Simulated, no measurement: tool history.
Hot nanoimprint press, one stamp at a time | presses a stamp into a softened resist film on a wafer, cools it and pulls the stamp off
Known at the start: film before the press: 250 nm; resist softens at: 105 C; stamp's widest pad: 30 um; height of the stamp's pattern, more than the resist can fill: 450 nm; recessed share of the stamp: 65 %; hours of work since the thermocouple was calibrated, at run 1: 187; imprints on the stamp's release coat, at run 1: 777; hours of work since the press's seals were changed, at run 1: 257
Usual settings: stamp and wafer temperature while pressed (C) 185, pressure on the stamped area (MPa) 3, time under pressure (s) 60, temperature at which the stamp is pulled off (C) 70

run,hour,stamp and wafer temperature while pressed (C),pressure on the stamped area (MPa),time under pressure (s),temperature at which the stamp is pulled off (C),hours of work since the thermocouple was calibrated,imprints on the stamp's release coat,hours of work since the press's seals were changed,resist left under the stamp's widest pad (nm),greatest force while the stamp is pulled off (N)
1,0,185,3,60,70,187,777,257,129.8,114
2,19.8,185,3,60,70,197,818,267,130.2,127
3,50.9,185,3,60,69,212,882,282,130.4,130
4,81.8,185,3,61,70,227,946,297,129.4,129
5,104.4,185,3,61,70,239,993,309,129.7,128
6,119.2,185,3,61,70,246,1023,316,129.7,130
7,145.9,185,3,60,70,259,1078,329,130.7,133
# hour 155.3: plate thermocouple calibrated
8,166.9,185,3,60,70,6,1116,338,127.9,134
9,187.7,185,3,44,70,16,1159,349,141.3,131
10,201.4,174,3,60,69,23,1187,355,176.8,133
11,228,174,3,60,69,36,1242,369,177,144
12,257,174,3,60,69,51,1302,383,176.8,145
13,272.8,174,3,60,69,58,1335,391,177.1,142
14,301.7,185,3.47,49,68,73,1394,405,127.8,157
15,325.8,185,2.77,60,70,85,1444,417,135.3,140
16,344.8,185,2.77,60,70,94,1483,427,135.6,148
17,371.6,185,2.77,60,70,107,1539,440,135.9,148
18,400.4,185,2.77,60,71,122,1598,454,136.2,146

Measured less the same run without the tool's hidden state. The same run-to-run variation is in both; the gauge's scatter may not be:
The hidden state here: true temperature over the reading, C; pressure that arrives at the usual setting, %; grip of the stamp's worn release coat, % over a new coat's; drift of the gauge itself on residual_nm, %; drift of the gauge itself on pull_off_n, %.
run,resist left under the stamp's widest pad (nm),greatest force while the stamp is pulled off (N)
1,+2.5,+27
2,+2.7,+31
3,+2.9,+33
4,+3.1,+35
5,+3.3,+36
6,+3.4,+38
7,+3.6,+41
8,+1.6,+41
9,+1.8,+41
10,+2.1,+43
11,+2.3,+47
12,+2.5,+49
13,+2.7,+48
14,+2.7,+56
15,+2.7,+52
16,+2.8,+56
17,+3.1,+57
18,+3.3,+57
